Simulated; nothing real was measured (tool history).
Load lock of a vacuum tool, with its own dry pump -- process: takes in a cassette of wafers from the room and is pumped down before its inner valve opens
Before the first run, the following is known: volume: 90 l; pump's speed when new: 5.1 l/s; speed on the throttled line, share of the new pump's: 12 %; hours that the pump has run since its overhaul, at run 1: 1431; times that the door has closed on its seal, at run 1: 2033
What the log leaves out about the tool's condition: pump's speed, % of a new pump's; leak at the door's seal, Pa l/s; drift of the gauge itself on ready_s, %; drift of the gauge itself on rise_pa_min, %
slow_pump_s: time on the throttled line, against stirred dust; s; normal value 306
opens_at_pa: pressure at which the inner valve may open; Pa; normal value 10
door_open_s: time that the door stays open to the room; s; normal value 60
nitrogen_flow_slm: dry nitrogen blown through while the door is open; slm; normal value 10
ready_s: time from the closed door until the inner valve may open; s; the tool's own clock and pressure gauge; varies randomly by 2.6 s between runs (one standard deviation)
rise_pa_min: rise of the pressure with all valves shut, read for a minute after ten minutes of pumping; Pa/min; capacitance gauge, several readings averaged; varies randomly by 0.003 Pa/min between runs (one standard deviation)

| run | hour | slow_pump_s | opens_at_pa | door_open_s | nitrogen_flow_slm | hours that the pump has run since its overhaul | times that the door has closed on its seal | incoming humidity of the room's air, % | ready_s | rise_pa_min |
|---|---|---|---|---|---|---|---|---|---|---|
| 1 | 0 | 306 | 10 | 60 | 10 | 1431 | 2033 | 50.3 | 439.2 | 0.045 |
| 2 | 136.1 | 306 | 7 | 60 | 10 | 1567 | 2342 | 43.7 | 443.8 | 0.041 |
| 3 | 196.1 | 306 | 7 | 60 | 10 | 1627 | 2478 | 43.8 | 445.8 | 0.041 |
| 4 | 265.2 | 306 | 7 | 60 | 10 | 1696 | 2635 | 48.3 | 445.5 | 0.04 |
| 5 | 373.9 | 306 | 10 | 60 | 13 | 1805 | 2882 | 46.5 | 438.8 | 0.039 |
| 6 | 493.1 | 306 | 10 | 60 | 10 | 1924 | 3152 | 46.1 | 439.1 | 0.04 |
| 7 | 610.4 | 306 | 10 | 60 | 10 | 2042 | 3418 | 42.2 | 442.5 | 0.043 |
| 8 | 689.6 | 306 | 10 | 60 | 10 | 2121 | 3598 | 46.1 | 446.1 | 0.045 |
| 9 | 811.2 | 306 | 15 | 60 | 10 | 2242 | 3874 | 47 | 428.1 | 0.04 |
| 10 | 937.2 | 306 | 15 | 60 | 10 | 2368 | 4160 | 42.5 | 432.1 | 0.048 |
| 11 | 1005.8 | 306 | 15 | 60 | 10 | 2437 | 4315 | 45.6 | 430.6 | 0.049 |
| 12 | 1132.6 | 331 | 10 | 60 | 10 | 2564 | 4603 | 46.1 | 460.9 | 0.049 |
| 13 | 1250.9 | 306 | 10 | 60 | 10 | 2682 | 4872 | 44.2 | 441.1 | 0.041 |
| 14 | 1330.2 | 306 | 10 | 60 | 10 | 2761 | 5052 | 44.3 | 440.4 | 0.036 |
| 15 | 1429.7 | 306 | 10 | 60 | 10 | 2861 | 5277 | 44.8 | 442.5 | 0.042 |
| 16 | 1535.4 | 306 | 10 | 60 | 10 | 2967 | 5517 | 46.1 | 441.2 | 0.042 |
| 17 | 1616.5 | 306 | 10 | 60 | 10 | 3048 | 5701 | 45.5 | 442.7 | 0.044 |
| 18 | 1747.8 | 306 | 10 | 60 | 10 | 3179 | 5999 | 48.9 | 438 | 0.047 |
| 19 | 1880.4 | 306 | 10 | 60 | 10 | 3312 | 6300 | 43.9 | 440.7 | 0.041 |
| 20 | 2021 | 161 | 10 | 60 | 10 | 3452 | 6619 | 45.2 | 314.8 | 0.051 |
| 21 | 2101.8 | 292 | 10 | 60 | 15 | 3533 | 6802 | 45.9 | 430.3 | 0.039 |
| 22 | 2230.5 | 172 | 10 | 60 | 8 | 3662 | 7094 | 47.2 | 318.7 | 0.053 |
| 23 | 2337 | 172 | 10 | 181 | 32 | 3768 | 7336 | 44.8 | 324 | 0.047 |
| 24 | 2409.1 | 172 | 10 | 181 | 30 | 3840 | 7499 | 46 | 323.1 | 0.056 |
| 25 | 2501.9 | 172 | 17 | 181 | 30 | 3933 | 7710 | 42.2 | 318.9 | 0.052 |
| 26 | 2577 | 306 | 14 | 60 | 10 | 4008 | 7880 | 42.3 | 435.1 | 0.039 |
| 27 | 2692.8 | 306 | 14 | 60 | 10 | 4124 | 8143 | 46.8 | 436.8 | 0.046 |
| 28 | 2772.9 | 360 | 12 | 37 | 40 | 4204 | 8325 | 42.3 | 484 | 0.018 |
| 29 | 2850.3 | 360 | 12 | 37 | 40 | 4282 | 8500 | 47.6 | 482.5 | 0.024 |
| 30 | 2951.7 | 360 | 12 | 81 | 43 | 4383 | 8730 | 47.4 | 489.1 | 0.031 |
| 31 | 3059.2 | 193 | 12 | 62 | 43 | 4490 | 8974 | 44.7 | 339.6 | 0.025 |
| 32 | 3200.7 | 306 | 10 | 27 | 10 | 4632 | 9295 | 40.9 | 440.9 | 0.027 |
| 33 | 3302.4 | 454 | 10 | 90 | 36 | 4734 | 9526 | 44.7 | 570.1 | 0.037 |
| 34 | 3424.4 | 324 | 10 | 88 | 36 | 4856 | 9803 | 42.2 | 457.4 | 0.035 |
| 35 | 3482.2 | 324 | 10 | 88 | 36 | 4913 | 9934 | 45.2 | 459.9 | 0.033 |
| 36 | 3556.8 | 324 | 10 | 55 | 36 | 4988 | 10103 | 44.3 | 454.5 | 0.024 |
| 37 | 3615.1 | 559 | 16 | 63 | 9 | 5046 | 10236 | 47.3 | 655.5 | 0.053 |
| 38 | 3674.6 | 184 | 8 | 46 | 7 | 5106 | 10371 | 48.2 | 340.3 | 0.047 |

Here are 3 independent what-if runs from the current tool condition. What would each one return?
| A | 3803.6 | 184 | 8 | 49 | 7 | 5235 | 10663 | 44.3 | ? | ? |
| B | 3803.6 | 281 | 10 | 81 | 5 | 5235 | 10663 | 39.7 | ? | ? |
| C | 3803.6 | 306 | 11 | 60 | 10 | 5235 | 10663 | 41.9 | ? | ? |

| run | ready_s | rise_pa_min |
|---|---|---|
| A | 340.6 | 0.048 |
| B | 424.7 | 0.06 |
| C | 442.2 | 0.045 |
Had the tool no hidden state, the same runs would have come out as:
| run | ready_s | rise_pa_min |
|---|---|---|
| A | 330.2 | 0.039 |
| B | 415.3 | 0.051 |
| C | 433.2 | 0.036 |
